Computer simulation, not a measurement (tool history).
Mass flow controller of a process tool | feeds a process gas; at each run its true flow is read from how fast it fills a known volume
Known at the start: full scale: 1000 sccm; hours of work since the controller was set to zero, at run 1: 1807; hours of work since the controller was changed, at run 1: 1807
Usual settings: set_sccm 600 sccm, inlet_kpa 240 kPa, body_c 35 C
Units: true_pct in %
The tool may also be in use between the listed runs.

| run | day | set_sccm | inlet_kpa | body_c | hours of work since the controller was set to zero | hours of work since the controller was changed | true_pct |
|---|---|---|---|---|---|---|---|
| 1 | 0 | 600 | 240 | 35 | 1807 | 1807 | 98.7 |
| 2 | 2.917 | 600 | 240 | 35 | 1850 | 1850 | 98.82 |
| 3 | 4.833 | 600 | 240 | 35 | 1879 | 1879 | 98.95 |
| 4 | 8.371 | 994 | 240 | 35 | 1931 | 1931 | 99.47 |
| 5 | 11.188 | 994 | 240 | 35 | 1973 | 1973 | 99.62 |
| 6 | 13.638 | 600 | 240 | 35 | 2009 | 2009 | 99.42 |
| 7 | 16.312 | 600 | 240 | 35 | 2048 | 2048 | 99.62 |
| 8 | 18.075 | 600 | 240 | 31 | 2074 | 2074 | 99.98 |
| 9 | 20.058 | 600 | 240 | 35 | 2103 | 2103 | 99.71 |
| 10 | 22.279 | 600 | 240 | 35 | 2136 | 2136 | 99.83 |
| 11 | 23.896 | 600 | 189 | 35 | 2160 | 2160 | 100.14 |
| 12 | 27.083 | 600 | 189 | 35 | 2207 | 2207 | 100.23 |
| 13 | 28.683 | 600 | 240 | 29 | 2231 | 2231 | 100.82 |
| 14 | 31.971 | 132 | 203 | 29 | 2279 | 2279 | 100.67 |
| 15 | 35.404 | 600 | 142 | 35 | 2330 | 2330 | 100.79 |
| 16 | 38.088 | 137 | 146 | 39 | 2370 | 2370 | 100.08 |
| 17 | 40.562 | 137 | 146 | 39 | 2406 | 2406 | 100.29 |
| 18 | 43.562 | 282 | 225 | 27 | 2450 | 2450 | 101.66 |
| 19 | 45.992 | 600 | 180 | 35 | 2486 | 2486 | 101.41 |
|  | 47.121 | gauge calibrated |
| 20 | 48.692 | 123 | 170 | 35 | 2526 | 2526 | 98.47 |

For each entry between runs, how does the tool's hidden state at the last listed run before it compare with that at the first listed run after it?
After run 19, before run 20: gauge calibrated (day 47.121)
  drift of the gauge itself on true_pct, %: 2.61 -> 0.09
  the result without the hidden state subtracted from the measured one, true_pct: +2.57 -> +0.1 %
